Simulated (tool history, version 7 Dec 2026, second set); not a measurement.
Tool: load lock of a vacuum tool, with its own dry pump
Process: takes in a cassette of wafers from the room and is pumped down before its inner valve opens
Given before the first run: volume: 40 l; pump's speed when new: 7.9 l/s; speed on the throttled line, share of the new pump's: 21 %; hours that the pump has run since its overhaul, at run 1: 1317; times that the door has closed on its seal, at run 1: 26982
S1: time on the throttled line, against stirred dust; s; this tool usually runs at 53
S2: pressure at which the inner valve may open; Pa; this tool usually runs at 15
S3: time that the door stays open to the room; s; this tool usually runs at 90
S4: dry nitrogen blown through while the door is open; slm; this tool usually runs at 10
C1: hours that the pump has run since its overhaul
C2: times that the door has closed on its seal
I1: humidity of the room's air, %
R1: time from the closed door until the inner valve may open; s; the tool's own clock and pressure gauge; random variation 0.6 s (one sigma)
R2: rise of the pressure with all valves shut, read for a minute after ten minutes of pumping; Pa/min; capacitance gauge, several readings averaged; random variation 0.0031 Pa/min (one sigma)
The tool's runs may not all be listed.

run	day	S1	S2	S3	S4	C1	C2	I1	R1	R2
1	0.000	53	15	90	10	1317	26982	44.2	86.7	0.211
2	11.904	53	15	90	10	1603	28192	41.9	87.6	0.214
3	31.912	53	15	90	10	2083	30225	45.1	86.7	0.233
4	44.446	53	15	90	10	2384	31499	48.0	87.9	0.240
5	63.612	53	11	90	10	2844	33447	44.9	88.8	0.258
6	87.658	53	17	90	10	3421	35891	43.2	87.8	0.269
7	112.342	53	15	90	10	4013	38400	45.7	87.8	0.310
8	123.367	53	15	90	10	4278	39520	49.6	88.5	0.312
9	139.425	53	15	90	10	4663	41152	40.6	88.7	0.317
10	157.829	53	15	90	10	5105	43023	40.4	88.5	0.339
11	182.483	53	15	90	10	5696	45528	44.8	88.6	0.371
12	202.000	53	15	90	10	6165	47512	47.1	88.9	0.397
13	221.629	53	15	90	44	6636	49507	46.6	89.3	0.393
# day 235.779: door's seal changed, seat wiped
14	241.346	53	15	90	44	7108	566	45.1	90.0	0.048
15	252.112	53	15	90	10	7366	1660	45.4	89.0	0.081
16	263.979	53	15	90	10	7651	2866	49.6	90.8	0.088
17	286.225	53	15	27	10	8185	5127	45.8	89.8	0.059
18	304.738	53	21	90	10	8629	7009	43.6	87.8	0.095
19	325.596	53	21	113	10	9130	9128	43.8	88.0	0.106
20	342.688	53	21	113	10	9540	10865	46.1	87.6	0.117
21	354.804	102	24	61	8	9831	12097	40.5	126.5	0.102
22	366.271	105	14	26	8	10106	13262	45.8	130.9	0.098
23	378.450	74	20	90	10	10398	14500	44.0	104.9	0.125
24	402.246	74	20	90	10	10969	16919	42.9	106.1	0.134
25	418.925	94	15	38	16	11369	18614	46.0	123.4	0.126
26	439.762	94	15	38	16	11870	20732	45.2	121.2	0.138
27	462.612	94	15	38	16	12418	23054	42.9	121.2	0.144
28	484.775	94	15	38	20	12950	25306	47.2	122.6	0.165
29	505.217	31	20	90	21	13441	27384	44.5	73.8	0.185
30	524.704	31	20	90	21	13908	29365	44.2	74.6	0.199
31	550.642	31	20	90	21	14531	32001	46.7	73.4	0.222
32	572.996	31	20	90	21	15067	34272	44.4	73.9	0.233
33	592.650	76	25	227	28	15539	36270	48.3	105.9	0.278
34	616.079	76	25	227	28	16101	38651	46.5	107.9	0.294
35	637.150	76	18	45	28	16607	40793	45.5	109.7	0.285
36	655.200	29	29	45	8	17040	42627	44.2	70.9	0.314
37	677.783	29	29	45	8	17582	44923	45.4	72.1	0.355

Here are 4 independent what-if runs from the current tool condition. What would each one return?
A	700.242	60	15	90	10	18121	47205	46.6	?	?
B	700.242	29	29	45	8	18121	47205	46.3	?	?
C	700.242	31	25	98	10	18121	47205	44.1	?	?
D	700.242	29	29	45	10	18121	47205	41.4	?	?

run	R1	R2
A	98.8	0.388
B	72.2	0.380
C	73.7	0.380
D	71.3	0.374
Had the tool no hidden state, the same runs would have come out as:
run	R1	R2
A	92.2	0.079
B	65.0	0.070
C	66.5	0.071
D	64.1	0.062
